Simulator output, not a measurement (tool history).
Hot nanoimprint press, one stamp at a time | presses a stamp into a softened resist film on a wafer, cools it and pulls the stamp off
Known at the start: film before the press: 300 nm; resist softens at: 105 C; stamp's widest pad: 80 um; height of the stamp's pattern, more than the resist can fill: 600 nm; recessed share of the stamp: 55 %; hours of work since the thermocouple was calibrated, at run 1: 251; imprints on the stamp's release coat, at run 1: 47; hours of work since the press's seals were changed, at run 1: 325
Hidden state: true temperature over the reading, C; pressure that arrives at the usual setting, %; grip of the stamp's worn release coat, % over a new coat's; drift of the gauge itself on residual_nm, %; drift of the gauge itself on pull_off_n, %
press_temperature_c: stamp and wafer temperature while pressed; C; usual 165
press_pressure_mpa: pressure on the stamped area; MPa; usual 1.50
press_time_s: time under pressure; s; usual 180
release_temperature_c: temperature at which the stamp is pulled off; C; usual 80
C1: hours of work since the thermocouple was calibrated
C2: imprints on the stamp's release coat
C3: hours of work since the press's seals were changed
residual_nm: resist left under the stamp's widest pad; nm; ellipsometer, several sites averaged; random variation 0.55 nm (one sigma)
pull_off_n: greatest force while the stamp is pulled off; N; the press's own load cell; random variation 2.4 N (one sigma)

{"run": 1, "hour": 0.0, "press_temperature_c": 165, "press_pressure_mpa": 1.5, "press_time_s": 180, "release_temperature_c": 80, "C1": 251, "C2": 47, "C3": 325, "residual_nm": 130.1, "pull_off_n": 158}
{"run": 2, "hour": 31.7, "press_temperature_c": 165, "press_pressure_mpa": 1.5, "press_time_s": 180, "release_temperature_c": 80, "C1": 274, "C2": 213, "C3": 347, "residual_nm": 129.4, "pull_off_n": 160}
{"hour": 77.7, "done": "plate thermocouple calibrated"}
{"run": 3, "hour": 85.5, "press_temperature_c": 165, "press_pressure_mpa": 1.5, "press_time_s": 180, "release_temperature_c": 80, "C1": 5, "C2": 479, "C3": 383, "residual_nm": 129.6, "pull_off_n": 157}
{"hour": 143.4, "done": "stamp cleaned and given a new release coat"}
{"run": 4, "hour": 155.9, "press_temperature_c": 165, "press_pressure_mpa": 1.5, "press_time_s": 180, "release_temperature_c": 80, "C1": 51, "C2": 65, "C3": 428, "residual_nm": 129.6, "pull_off_n": 158}
{"run": 5, "hour": 200.3, "press_temperature_c": 165, "press_pressure_mpa": 1.5, "press_time_s": 180, "release_temperature_c": 80, "C1": 82, "C2": 298, "C3": 460, "residual_nm": 129.8, "pull_off_n": 156}
{"run": 6, "hour": 241.1, "press_temperature_c": 165, "press_pressure_mpa": 1.5, "press_time_s": 180, "release_temperature_c": 80, "C1": 111, "C2": 512, "C3": 488, "residual_nm": 128.5, "pull_off_n": 159}
{"hour": 288.6, "done": "stamp cleaned and given a new release coat"}
{"run": 7, "hour": 311.5, "press_temperature_c": 165, "press_pressure_mpa": 1.5, "press_time_s": 180, "release_temperature_c": 80, "C1": 157, "C2": 120, "C3": 534, "residual_nm": 130.2, "pull_off_n": 154}
{"run": 8, "hour": 349.2, "press_temperature_c": 165, "press_pressure_mpa": 1.5, "press_time_s": 180, "release_temperature_c": 80, "C1": 183, "C2": 318, "C3": 561, "residual_nm": 129.4, "pull_off_n": 156}
{"run": 9, "hour": 415.3, "press_temperature_c": 165, "press_pressure_mpa": 1.52, "press_time_s": 180, "release_temperature_c": 80, "C1": 230, "C2": 664, "C3": 607, "residual_nm": 128.9, "pull_off_n": 162}
{"hour": 436.9, "done": "stamp cleaned and given a new release coat"}
{"run": 10, "hour": 481.0, "press_temperature_c": 165, "press_pressure_mpa": 1.5, "press_time_s": 207, "release_temperature_c": 80, "C1": 272, "C2": 232, "C3": 649, "residual_nm": 123.9, "pull_off_n": 158}
{"hour": 529.3, "done": "plate thermocouple calibrated"}
{"run": 11, "hour": 543.4, "press_temperature_c": 165, "press_pressure_mpa": 1.5, "press_time_s": 309, "release_temperature_c": 80, "C1": 10, "C2": 542, "C3": 691, "residual_nm": 104.8, "pull_off_n": 163}
{"hour": 586.0, "done": "stamp cleaned and given a new release coat"}
{"run": 12, "hour": 592.8, "press_temperature_c": 165, "press_pressure_mpa": 1.5, "press_time_s": 180, "release_temperature_c": 80, "C1": 41, "C2": 36, "C3": 722, "residual_nm": 129.2, "pull_off_n": 161}
{"run": 13, "hour": 637.2, "press_temperature_c": 154, "press_pressure_mpa": 1.5, "press_time_s": 180, "release_temperature_c": 80, "C1": 72, "C2": 268, "C3": 753, "residual_nm": 192.3, "pull_off_n": 160}
{"run": 14, "hour": 692.0, "press_temperature_c": 154, "press_pressure_mpa": 1.5, "press_time_s": 180, "release_temperature_c": 80, "C1": 111, "C2": 555, "C3": 792, "residual_nm": 191.9, "pull_off_n": 154}
{"hour": 733.1, "done": "stamp cleaned and given a new release coat"}
{"run": 15, "hour": 757.0, "press_temperature_c": 165, "press_pressure_mpa": 1.8, "press_time_s": 176, "release_temperature_c": 80, "C1": 152, "C2": 126, "C3": 834, "residual_nm": 120.2, "pull_off_n": 157}
{"run": 16, "hour": 798.4, "press_temperature_c": 165, "press_pressure_mpa": 1.8, "press_time_s": 176, "release_temperature_c": 80, "C1": 181, "C2": 342, "C3": 863, "residual_nm": 120.0, "pull_off_n": 158}
{"run": 17, "hour": 855.1, "press_temperature_c": 165, "press_pressure_mpa": 1.8, "press_time_s": 176, "release_temperature_c": 80, "C1": 221, "C2": 639, "C3": 903, "residual_nm": 120.0, "pull_off_n": 159}
{"hour": 881.7, "done": "stamp cleaned and given a new release coat"}
{"run": 18, "hour": 902.7, "press_temperature_c": 165, "press_pressure_mpa": 1.8, "press_time_s": 176, "release_temperature_c": 80, "C1": 251, "C2": 110, "C3": 932, "residual_nm": 119.7, "pull_off_n": 160}
{"run": 19, "hour": 958.8, "press_temperature_c": 165, "press_pressure_mpa": 1.5, "press_time_s": 148, "release_temperature_c": 80, "C1": 290, "C2": 404, "C3": 972, "residual_nm": 140.2, "pull_off_n": 159}
{"hour": 978.0, "done": "plate thermocouple calibrated"}
{"run": 20, "hour": 990.8, "press_temperature_c": 165, "press_pressure_mpa": 2.12, "press_time_s": 103, "release_temperature_c": 80, "C1": 9, "C2": 556, "C3": 992, "residual_nm": 138.6, "pull_off_n": 163}
{"run": 21, "hour": 1023.2, "press_temperature_c": 165, "press_pressure_mpa": 1.5, "press_time_s": 140, "release_temperature_c": 80, "C1": 32, "C2": 726, "C3": 1015, "residual_nm": 142.5, "pull_off_n": 158}
{"hour": 1034.6, "done": "stamp cleaned and given a new release coat"}
{"run": 22, "hour": 1093.9, "press_temperature_c": 165, "press_pressure_mpa": 1.5, "press_time_s": 94, "release_temperature_c": 80, "C1": 78, "C2": 311, "C3": 1061, "residual_nm": 165.6, "pull_off_n": 160}
{"run": 23, "hour": 1161.0, "press_temperature_c": 165, "press_pressure_mpa": 1.58, "press_time_s": 95, "release_temperature_c": 80, "C1": 125, "C2": 662, "C3": 1108, "residual_nm": 162.2, "pull_off_n": 165}
{"hour": 1184.3, "done": "stamp cleaned and given a new release coat"}
{"run": 24, "hour": 1210.7, "press_temperature_c": 157, "press_pressure_mpa": 1.58, "press_time_s": 195, "release_temperature_c": 68, "C1": 156, "C2": 138, "C3": 1139, "residual_nm": 164.5, "pull_off_n": 182}
{"run": 25, "hour": 1243.5, "press_temperature_c": 157, "press_pressure_mpa": 0.94, "press_time_s": 195, "release_temperature_c": 66, "C1": 179, "C2": 310, "C3": 1162, "residual_nm": 199.5, "pull_off_n": 186}
{"run": 26, "hour": 1283.2, "press_temperature_c": 157, "press_pressure_mpa": 0.94, "press_time_s": 195, "release_temperature_c": 66, "C1": 207, "C2": 518, "C3": 1190, "residual_nm": 198.8, "pull_off_n": 179}
{"hour": 1333.3, "done": "stamp cleaned and given a new release coat"}
{"run": 27, "hour": 1357.7, "press_temperature_c": 165, "press_pressure_mpa": 1.5, "press_time_s": 180, "release_temperature_c": 80, "C1": 255, "C2": 128, "C3": 1238, "residual_nm": 130.3, "pull_off_n": 162}
{"run": 28, "hour": 1386.1, "press_temperature_c": 161, "press_pressure_mpa": 1.5, "press_time_s": 180, "release_temperature_c": 80, "C1": 275, "C2": 276, "C3": 1258, "residual_nm": 149.5, "pull_off_n": 162}

Hidden state at the last listed run before each entry between runs and at the first one after, where it differs:
Between runs 2 and 3: plate thermocouple calibrated (hour 77.7)
  true temperature over the reading, C: -0.03 -> 0; grip of the stamp's worn release coat, % over a new coat's: 0.2 -> 0.4
Between runs 3 and 4: stamp cleaned and given a new release coat (hour 143.4)
  true temperature over the reading, C: 0 -> -0.01; pressure that arrives at the usual setting, %: 99.94 -> 99.93; grip of the stamp's worn release coat, % over a new coat's: 0.4 -> 0.1
Between runs 6 and 7: stamp cleaned and given a new release coat (hour 288.6)
  true temperature over the reading, C: -0.01 -> -0.02; pressure that arrives at the usual setting, %: 99.92 -> 99.91; grip of the stamp's worn release coat, % over a new coat's: 0.5 -> 0.1
Between runs 9 and 10: stamp cleaned and given a new release coat (hour 436.9)
  true temperature over the reading, C: -0.02 -> -0.03; pressure that arrives at the usual setting, %: 99.9 -> 99.89; grip of the stamp's worn release coat, % over a new coat's: 0.6 -> 0.2
Between runs 10 and 11: plate thermocouple calibrated (hour 529.3)
  true temperature over the reading, C: -0.03 -> 0; grip of the stamp's worn release coat, % over a new coat's: 0.2 -> 0.5
Between runs 11 and 12: stamp cleaned and given a new release coat (hour 586.0)
  true temperature over the reading, C: 0 -> -0.01; pressure that arrives at the usual setting, %: 99.89 -> 99.88; grip of the stamp's worn release coat, % over a new coat's: 0.5 -> 0
Between runs 14 and 15: stamp cleaned and given a new release coat (hour 733.1)
  true temperature over the reading, C: -0.01 -> -0.02; pressure that arrives at the usual setting, %: 99.87 -> 99.86; grip of the stamp's worn release coat, % over a new coat's: 0.5 -> 0.1
Between runs 17 and 18: stamp cleaned and given a new release coat (hour 881.7)
  true temperature over the reading, C: -0.02 -> -0.03; grip of the stamp's worn release coat, % over a new coat's: 0.6 -> 0.1
Between runs 19 and 20: plate thermocouple calibrated (hour 978.0)
  true temperature over the reading, C: -0.03 -> 0; grip of the stamp's worn release coat, % over a new coat's: 0.4 -> 0.5
Between runs 21 and 22: stamp cleaned and given a new release coat (hour 1034.6)
  grip of the stamp's worn release coat, % over a new coat's: 0.7 -> 0.3
Between runs 23 and 24: stamp cleaned and given a new release coat (hour 1184.3)
  pressure that arrives at the usual setting, %: 99.82 -> 99.81; grip of the stamp's worn release coat, % over a new coat's: 0.6 -> 0.1
Between runs 26 and 27: stamp cleaned and given a new release coat (hour 1333.3)
  pressure that arrives at the usual setting, %: 99.81 -> 99.8; grip of the stamp's worn release coat, % over a new coat's: 0.5 -> 0.1
